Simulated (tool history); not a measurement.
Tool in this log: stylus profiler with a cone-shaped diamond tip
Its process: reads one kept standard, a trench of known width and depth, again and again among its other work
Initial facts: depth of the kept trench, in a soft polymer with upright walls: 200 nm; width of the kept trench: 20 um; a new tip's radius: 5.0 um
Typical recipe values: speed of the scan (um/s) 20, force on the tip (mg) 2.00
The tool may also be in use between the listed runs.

run      day  speed of the scan (um/s)  force on the tip (mg)  depth of the trench (Å)  width of the trench's floor (nm)
  1    0.000                        20                   2.00                   2026.9                             17100
  2    3.521                        20                   2.30                   2027.5                             17110
  3    6.154                        22                   2.00                   2025.6                             17150
       7.512  -- new tip fitted, height scale calibrated
  4   10.512                        22                   2.00                   2025.5                             17120
  5   13.671                        22                   2.00                   2025.0                             17150
  6   16.242                        61                   2.00                   2025.9                             17000
  7   19.583                        61                   2.00                   2026.2                             16990
  8   23.217                        61                   2.00                   2026.7                             16960
  9   26.525                        61                   2.00                   2026.6                             17040
 10   30.462                        61                   2.00                   2025.2                             17040
 11   33.262                        28                   2.00                   2026.5                             17070
 12   35.321                        20                   1.88                   2025.5                             17120
 13   37.225                        20                   2.00                   2026.5                             17110
 14   40.746                        20                   2.00                   2025.3                             17120
 15   43.050                        20                   2.00                   2024.8                             17180
 16   45.692                        20                   4.55                   2044.2                             17110
 17   48.900                        20                   4.55                   2042.3                             17150
 18   53.025                        20                   2.00                   2025.6                             17160
 19   55.771                        20                   2.00                   2024.0                             17130
 20   58.562                        20                   2.00                   2026.3                             17100
 21   60.779                         6                   1.40                   2021.1                             17160
 22   62.917                         5                   3.43                   2038.5                             17180
 23   67.142                         8                   2.25                   2028.4                             17150
 24   70.892                        18                   5.93                   2055.8                             17200
 25   73.321                        16                   0.74                   2013.4                             17140
 26   77.138                        40                   3.17                   2035.8                             17020
 27   81.004                         8                   0.85                   2015.4                             17120
 28   83.342                         8                   5.35                   2051.4                             17170
 29   85.408                        46                   1.60                   2021.0                             17030
 30   88.175                        13                   0.74                   2014.1                             17110
 31   90.754                        13                   0.74                   2013.9                             17160
 32   93.008                        31                   3.16                   2036.7                             17070
 33   95.783                        14                   2.29                   2026.5                             17160
 34   99.188                        18                   1.06                   2016.5                             17100
 35  102.496                        26                   5.53                   2052.8                             17130
 36  105.896                        67                   2.88                   2032.0                             17040
 37  109.838                        67                   2.88                   2032.3                             17060
 38  113.083                        67                   2.88                   2033.6                             16980
 39  116.850                        24                   3.05                   2034.5                             17120

Predict each of these 5 candidate next runs independently; none follows another, all start after run 39:
  A  119.900                        67                   2.51                        ?                                 ?
  B  119.900                        20                   2.74                        ?                                 ?
  C  119.900                        25                   1.80                        ?                                 ?
  D  119.900                         7                   4.28                        ?                                 ?
  E  119.900                        18                   0.91                        ?                                 ?

run  depth of the trench (Å)  width of the trench's floor (nm)
  A                   2028.3                             17020
  B                   2031.5                             17120
  C                   2021.9                             17140
  D                   2044.3                             17230
  E                   2014.7                             17070
Stripped of hidden state, with their random variation kept, the same runs would have yielded:
run  depth of the trench (Å)  width of the trench's floor (nm)
  A                   2028.5                             17030
  B                   2031.7                             17130
  C                   2022.0                             17150
  D                   2044.4                             17240
  E                   2014.8                             17080
